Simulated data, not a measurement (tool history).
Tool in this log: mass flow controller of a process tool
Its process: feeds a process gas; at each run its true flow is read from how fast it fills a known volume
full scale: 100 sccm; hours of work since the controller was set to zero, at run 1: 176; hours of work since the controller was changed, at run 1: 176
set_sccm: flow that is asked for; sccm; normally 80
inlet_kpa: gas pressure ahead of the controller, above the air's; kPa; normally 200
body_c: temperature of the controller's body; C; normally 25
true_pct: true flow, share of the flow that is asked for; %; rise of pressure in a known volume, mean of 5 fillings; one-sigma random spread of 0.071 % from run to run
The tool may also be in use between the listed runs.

run     day  set_sccm  inlet_kpa  body_c  hours of work since the controller was set to zero  hours of work since the controller was changed  true_pct
  1   0.000        80        200      25                                                 176                                             176     99.62
  2   2.996        80        200      25                                                 226                                             226     99.82
  3   6.717        80        200      25                                                 287                                             287     99.73
  4   9.100        25        200      25                                                 326                                             326     98.95
  5  11.583        80        200      25                                                 367                                             367     99.62
  6  14.579        80        200      25                                                 417                                             417     99.58
  7  17.533        80        200      25                                                 466                                             466     99.70
  8  19.150        80        200      34                                                 492                                             492    100.55
  9  22.029        80        200      34                                                 540                                             540    100.57
 10  24.788        80        200      34                                                 585                                             585    100.56
 11  26.908        80        200      34                                                 620                                             620    100.54
 12  29.425        34        179      20                                                 662                                             662     98.80
 13  31.654        80        143      40                                                 698                                             698    101.13
 14  35.250        89        156      29                                                 758                                             758    100.37
 15  37.471        72        156      32                                                 794                                             794    100.27
 16  40.558        80        250      23                                                 845                                             845     99.40
 17  43.312        10        250      24                                                 891                                             891     98.63
 18  47.204        12        190      23                                                 955                                             955     98.57

Predict the results of run 19:
 19  49.742        80        185      30                                                 997                                             997         ?

{"run 19": {"true_pct": 100.18}}
Were there no unlogged condition in the tool, this run, its random variation unchanged, would have produced true_pct 100.18 %.
